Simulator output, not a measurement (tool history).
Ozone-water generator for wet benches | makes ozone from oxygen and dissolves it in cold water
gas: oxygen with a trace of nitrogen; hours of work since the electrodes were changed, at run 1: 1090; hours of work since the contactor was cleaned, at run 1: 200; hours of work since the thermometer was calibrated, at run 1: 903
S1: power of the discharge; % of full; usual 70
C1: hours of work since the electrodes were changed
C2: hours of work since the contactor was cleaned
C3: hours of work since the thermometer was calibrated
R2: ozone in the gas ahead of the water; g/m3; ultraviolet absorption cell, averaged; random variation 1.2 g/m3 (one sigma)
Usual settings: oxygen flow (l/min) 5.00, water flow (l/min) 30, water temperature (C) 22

run 1 day=0.000 | S1=70 oxygen_flow_(l/min)=5.00 water_flow_(l/min)=30 water_temperature_(C)=22 | C1=1090 C2=200 C3=903 | dissolved_ozone_(ppm)=17.2 R2=218.4
run 2 day=1.633 | S1=70 oxygen_flow_(l/min)=4.20 water_flow_(l/min)=30 water_temperature_(C)=22 | C1=1118 C2=228 C3=930 | dissolved_ozone_(ppm)=16.8 R2=239.8
run 3 day=2.975 | S1=70 oxygen_flow_(l/min)=5.00 water_flow_(l/min)=30 water_temperature_(C)=22 | C1=1140 C2=250 C3=953 | dissolved_ozone_(ppm)=17.3 R2=215.7
run 4 day=5.292 | S1=70 oxygen_flow_(l/min)=5.00 water_flow_(l/min)=30 water_temperature_(C)=20 | C1=1179 C2=289 C3=991 | dissolved_ozone_(ppm)=17.3 R2=217.4
run 5 day=6.658 | S1=70 oxygen_flow_(l/min)=5.00 water_flow_(l/min)=30 water_temperature_(C)=20 | C1=1202 C2=312 C3=1014 | dissolved_ozone_(ppm)=17.6 R2=219.8
run 6 day=8.267 | S1=44 oxygen_flow_(l/min)=5.00 water_flow_(l/min)=30 water_temperature_(C)=22 | C1=1229 C2=339 C3=1041 | dissolved_ozone_(ppm)=12.2 R2=156.5
run 7 day=10.479 | S1=70 oxygen_flow_(l/min)=3.46 water_flow_(l/min)=41 water_temperature_(C)=22 | C1=1266 C2=376 C3=1078 | dissolved_ozone_(ppm)=11.5 R2=263.8
run 8 day=12.017 | S1=72 oxygen_flow_(l/min)=5.00 water_flow_(l/min)=30 water_temperature_(C)=22 | C1=1292 C2=402 C3=1104 | dissolved_ozone_(ppm)=17.5 R2=222.1
run 9 day=13.817 | S1=70 oxygen_flow_(l/min)=5.11 water_flow_(l/min)=30 water_temperature_(C)=22 | C1=1322 C2=432 C3=1134 | dissolved_ozone_(ppm)=17.3 R2=215.7
run 10 day=15.283 | S1=77 oxygen_flow_(l/min)=5.00 water_flow_(l/min)=30 water_temperature_(C)=22 | C1=1346 C2=456 C3=1159 | dissolved_ozone_(ppm)=18.2 R2=232.8
run 11 day=17.433 | S1=77 oxygen_flow_(l/min)=2.63 water_flow_(l/min)=30 water_temperature_(C)=20 | C1=1382 C2=492 C3=1195 | dissolved_ozone_(ppm)=16.5 R2=326.7

Forecast each of these 5 alternatives for the next run:
run A day=19.300 | S1=70 oxygen_flow_(l/min)=5.00 water_flow_(l/min)=27 water_temperature_(C)=18 | C1=1414 C2=524 C3=1226 | dissolved_ozone_(ppm)=? R2=?
run B day=19.300 | S1=55 oxygen_flow_(l/min)=5.71 water_flow_(l/min)=45 water_temperature_(C)=20 | C1=1414 C2=524 C3=1226 | dissolved_ozone_(ppm)=? R2=?
run C day=19.300 | S1=70 oxygen_flow_(l/min)=6.63 water_flow_(l/min)=24 water_temperature_(C)=22 | C1=1414 C2=524 C3=1226 | dissolved_ozone_(ppm)=? R2=?
run D day=19.300 | S1=42 oxygen_flow_(l/min)=5.00 water_flow_(l/min)=30 water_temperature_(C)=20 | C1=1414 C2=524 C3=1226 | dissolved_ozone_(ppm)=? R2=?
run E day=19.300 | S1=77 oxygen_flow_(l/min)=2.63 water_flow_(l/min)=30 water_temperature_(C)=16 | C1=1414 C2=524 C3=1226 | dissolved_ozone_(ppm)=? R2=?

run=A dissolved_ozone_(ppm)=19.7 R2=216.5
run=B dissolved_ozone_(ppm)=9.7 R2=171.2
run=C dissolved_ozone_(ppm)=20.4 R2=187.0
run=D dissolved_ozone_(ppm)=12.1 R2=151.0
run=E dissolved_ozone_(ppm)=16.9 R2=324.3
Without the tool's hidden state the same runs would have given:
run=A dissolved_ozone_(ppm)=20.3 R2=221.8
run=B dissolved_ozone_(ppm)=10.0 R2=174.6
run=C dissolved_ozone_(ppm)=21.0 R2=191.6
run=D dissolved_ozone_(ppm)=12.4 R2=153.3
run=E dissolved_ozone_(ppm)=17.4 R2=332.8
